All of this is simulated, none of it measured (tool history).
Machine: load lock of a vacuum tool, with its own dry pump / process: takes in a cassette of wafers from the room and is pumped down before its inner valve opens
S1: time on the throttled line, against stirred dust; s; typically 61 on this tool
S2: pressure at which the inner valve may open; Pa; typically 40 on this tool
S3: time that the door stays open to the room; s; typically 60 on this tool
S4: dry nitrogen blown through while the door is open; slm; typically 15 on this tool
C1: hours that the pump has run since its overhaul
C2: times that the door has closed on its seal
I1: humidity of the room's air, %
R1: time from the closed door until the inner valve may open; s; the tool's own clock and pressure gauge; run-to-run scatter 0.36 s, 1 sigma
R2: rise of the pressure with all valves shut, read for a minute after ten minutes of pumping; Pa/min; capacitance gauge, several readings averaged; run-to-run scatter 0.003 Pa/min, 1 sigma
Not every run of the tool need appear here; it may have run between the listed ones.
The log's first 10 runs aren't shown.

run    hour   S1  S2  S3  S4    C1     C2    I1     R1     R2
 11   639.3   61  40  60  15   753   8203  46.9   92.3  0.014
 12   696.7   61  40  60  15   811   8440  46.0   91.6  0.011
 13   771.8   61  40  60  15   886   8750  48.5   91.9  0.010
 14   811.3   61  40  60  15   925   8913  43.9   91.6  0.018
 15   900.6   61  40  60  15  1014   9282  45.6   92.1  0.015
 16   953.6   61  40  60  15  1067   9501  48.3   92.0  0.011
 17  1028.0   61  40  60  15  1142   9808  45.0   92.5  0.014
 18  1070.1   61  40  60  15  1184   9982  44.5   93.0  0.011
 19  1149.9  104  40  60  15  1264  10311  42.7  129.2  0.014

What will run 20 give?
 20  1221.9  104  40  60  15  1336  10609  41.8   ?   ?

{"run 20": {"R1": 128.2, "R2": 0.01}}
Had the tool carried no hidden state, the very same run would have given R1 128.2 s, R2 0.010 Pa/min.
